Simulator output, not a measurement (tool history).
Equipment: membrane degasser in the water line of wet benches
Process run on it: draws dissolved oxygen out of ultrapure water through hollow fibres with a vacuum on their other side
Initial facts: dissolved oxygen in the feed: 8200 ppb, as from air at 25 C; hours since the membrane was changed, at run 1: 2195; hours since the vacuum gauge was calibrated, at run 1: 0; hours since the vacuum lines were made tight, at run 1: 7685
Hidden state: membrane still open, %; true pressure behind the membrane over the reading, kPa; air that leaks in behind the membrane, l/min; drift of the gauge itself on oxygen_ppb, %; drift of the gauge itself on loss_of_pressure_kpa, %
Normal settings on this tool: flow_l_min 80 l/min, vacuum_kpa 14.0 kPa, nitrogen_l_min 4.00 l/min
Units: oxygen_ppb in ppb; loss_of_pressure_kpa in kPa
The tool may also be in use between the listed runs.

| run | hour | flow_l_min | vacuum_kpa | nitrogen_l_min | hours since the membrane was changed | hours since the vacuum gauge was calibrated | hours since the vacuum lines were made tight | oxygen_ppb | loss_of_pressure_kpa |
|---|---|---|---|---|---|---|---|---|---|
| 1 | 0.0 | 80 | 14.0 | 4.00 | 2195 | 0 | 7685 | 676.6 | 53.82 |
| 2 | 36.7 | 80 | 14.0 | 4.00 | 2232 | 37 | 7722 | 691.7 | 53.54 |
| 3 | 103.7 | 80 | 14.0 | 4.00 | 2299 | 104 | 7789 | 680.0 | 53.32 |
| 4 | 180.3 | 80 | 14.0 | 4.00 | 2376 | 180 | 7865 | 689.8 | 53.65 |
| 5 | 252.0 | 80 | 14.0 | 4.00 | 2447 | 252 | 7937 | 696.0 | 53.54 |
| 6 | 290.8 | 80 | 14.0 | 4.00 | 2486 | 291 | 7976 | 690.4 | 53.69 |
|  | 341.0 | seals of the vacuum lines changed |
| 7 | 368.9 | 80 | 14.0 | 4.00 | 2562 | 367 | 28 | 681.0 | 54.27 |
| 8 | 406.8 | 80 | 14.0 | 4.00 | 2600 | 405 | 66 | 668.6 | 53.93 |
| 9 | 474.0 | 80 | 14.0 | 4.00 | 2667 | 472 | 133 | 678.0 | 54.03 |
| 10 | 508.7 | 80 | 14.0 | 4.00 | 2702 | 507 | 168 | 678.1 | 54.07 |
| 11 | 573.5 | 80 | 14.0 | 4.00 | 2767 | 571 | 232 | 693.8 | 54.24 |
| 12 | 650.8 | 80 | 14.0 | 4.00 | 2844 | 649 | 310 | 688.5 | 53.97 |
| 13 | 689.4 | 80 | 14.0 | 4.00 | 2883 | 687 | 348 | 686.9 | 54.31 |
| 14 | 740.2 | 80 | 14.5 | 4.00 | 2934 | 738 | 399 | 710.5 | 53.83 |
| 15 | 806.6 | 82 | 14.0 | 4.00 | 3000 | 805 | 466 | 722.3 | 55.50 |
| 16 | 866.5 | 73 | 20.3 | 2.67 | 3060 | 864 | 525 | 1073.1 | 49.74 |
| 17 | 939.3 | 97 | 13.1 | 6.34 | 3133 | 937 | 598 | 692.7 | 65.45 |
| 18 | 977.8 | 97 | 13.1 | 6.34 | 3171 | 976 | 637 | 692.1 | 65.77 |
| 19 | 1013.9 | 97 | 13.1 | 6.34 | 3207 | 1012 | 673 | 675.9 | 65.72 |
| 20 | 1088.5 | 80 | 14.0 | 5.31 | 3282 | 1087 | 747 | 596.5 | 54.10 |
| 21 | 1150.3 | 80 | 14.0 | 5.31 | 3344 | 1148 | 809 | 607.1 | 54.61 |
| 22 | 1208.1 | 80 | 14.0 | 5.31 | 3401 | 1206 | 867 | 594.5 | 54.15 |
| 23 | 1278.4 | 80 | 14.0 | 5.31 | 3472 | 1276 | 937 | 605.7 | 54.21 |
| 24 | 1324.6 | 80 | 14.0 | 5.31 | 3518 | 1323 | 984 | 608.3 | 54.54 |
| 25 | 1393.1 | 71 | 9.6 | 3.11 | 3587 | 1391 | 1052 | 502.3 | 48.21 |

What if the next run were any one of these 5? Each begins from the tool's condition after run 25:
| A | 1434.4 | 71 | 31.9 | 3.20 | 3628 | 1432 | 1093 | ? | ? |
| B | 1434.4 | 69 | 27.3 | 2.28 | 3628 | 1432 | 1093 | ? | ? |
| C | 1434.4 | 56 | 21.4 | 4.90 | 3628 | 1432 | 1093 | ? | ? |
| D | 1434.4 | 77 | 33.1 | 3.11 | 3628 | 1432 | 1093 | ? | ? |
| E | 1434.4 | 83 | 9.5 | 3.58 | 3628 | 1432 | 1093 | ? | ? |

| run | oxygen_ppb | loss_of_pressure_kpa |
|---|---|---|
| A | 1343.5 | 47.95 |
| B | 1466.2 | 47.01 |
| C | 561.1 | 38.21 |
| D | 1556.8 | 52.58 |
| E | 565.3 | 56.41 |
What these runs would have given with no unlogged condition in the tool:
| run | oxygen_ppb | loss_of_pressure_kpa |
|---|---|---|
| A | 1325.8 | 46.51 |
| B | 1449.1 | 45.61 |
| C | 547.3 | 37.08 |
| D | 1537.0 | 51.02 |
| E | 538.4 | 54.73 |
